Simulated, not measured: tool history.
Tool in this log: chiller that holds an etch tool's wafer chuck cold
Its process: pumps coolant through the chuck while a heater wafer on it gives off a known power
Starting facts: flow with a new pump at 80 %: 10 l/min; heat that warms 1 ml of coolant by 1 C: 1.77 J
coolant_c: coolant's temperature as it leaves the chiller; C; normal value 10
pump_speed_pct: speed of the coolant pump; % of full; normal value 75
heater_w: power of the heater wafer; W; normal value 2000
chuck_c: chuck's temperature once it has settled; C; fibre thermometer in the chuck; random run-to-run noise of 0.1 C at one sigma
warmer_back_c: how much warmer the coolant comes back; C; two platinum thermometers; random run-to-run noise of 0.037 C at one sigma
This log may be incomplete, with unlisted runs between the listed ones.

| run | hour | coolant_c | pump_speed_pct | heater_w | chuck_c | warmer_back_c |
|---|---|---|---|---|---|---|
| 1 | 0 | 10 | 75 | 2000 | 28.2 | 7.3 |
| 2 | 35.6 | 10 | 75 | 1877 | 26.9 | 6.85 |
| 3 | 86.4 | 10 | 75 | 1877 | 26.9 | 6.8 |
| 4 | 133.1 | 10 | 75 | 1877 | 26.9 | 6.79 |
| 5 | 179.5 | 10 | 75 | 1877 | 27 | 6.82 |
| 6 | 247.7 | 12 | 75 | 2000 | 30 | 7.23 |
| 7 | 303.2 | 12 | 63 | 2000 | 32.6 | 8.76 |
| 8 | 371.1 | 10 | 75 | 2000 | 27.9 | 7.23 |
| 9 | 441.6 | 10 | 75 | 2000 | 28.3 | 7.28 |
| 10 | 491.4 | 10 | 97 | 2000 | 25.1 | 5.46 |
| 11 | 538.8 | 10 | 97 | 2000 | 24.9 | 5.52 |
| 12 | 574.3 | 10 | 97 | 2000 | 25.2 | 5.48 |
| 13 | 652.2 | 10 | 68 | 2000 | 29.3 | 8.1 |
| 14 | 710 | 10 | 77 | 2000 | 27.7 | 7.06 |
| 15 | 743.1 | 11 | 75 | 2000 | 29.2 | 7.29 |
| 16 | 820 | 11 | 75 | 2000 | 29 | 7.24 |
| 17 | 883.9 | 18 | 77 | 2000 | 35.7 | 7.02 |
| 18 | 924 | 7 | 77 | 1079 | 16.5 | 3.84 |
| 19 | 958.5 | 7 | 77 | 1079 | 16.6 | 3.79 |
| 20 | 991.8 | 13 | 75 | 2597 | 36.5 | 9.37 |
| 21 | 1029.6 | 8 | 77 | 2375 | 28.9 | 8.42 |
| 22 | 1098.5 | 9 | 65 | 1170 | 20.8 | 4.98 |
| 23 | 1176.1 | 8 | 65 | 1944 | 27.5 | 8.26 |
| 24 | 1247.8 | 8 | 86 | 1381 | 19.2 | 4.28 |
| 25 | 1321.1 | 8 | 86 | 1381 | 19.4 | 4.31 |
| 26 | 1364.5 | 18 | 75 | 2000 | 36.1 | 7.25 |
| 27 | 1418 | 18 | 75 | 2000 | 36.1 | 7.28 |
| 28 | 1477.9 | 18 | 80 | 1579 | 31.5 | 5.33 |

Run 29 comes next. What will it give?
| 29 | 1540.9 | 3 | 64 | 1170 | ? | ? |

chuck_c: 14.9 C
warmer_back_c: 5.11 C
On a tool with no hidden condition, and with the same random variation, this run would have come out at chuck_c 14.9 C, warmer_back_c 5.11 C.
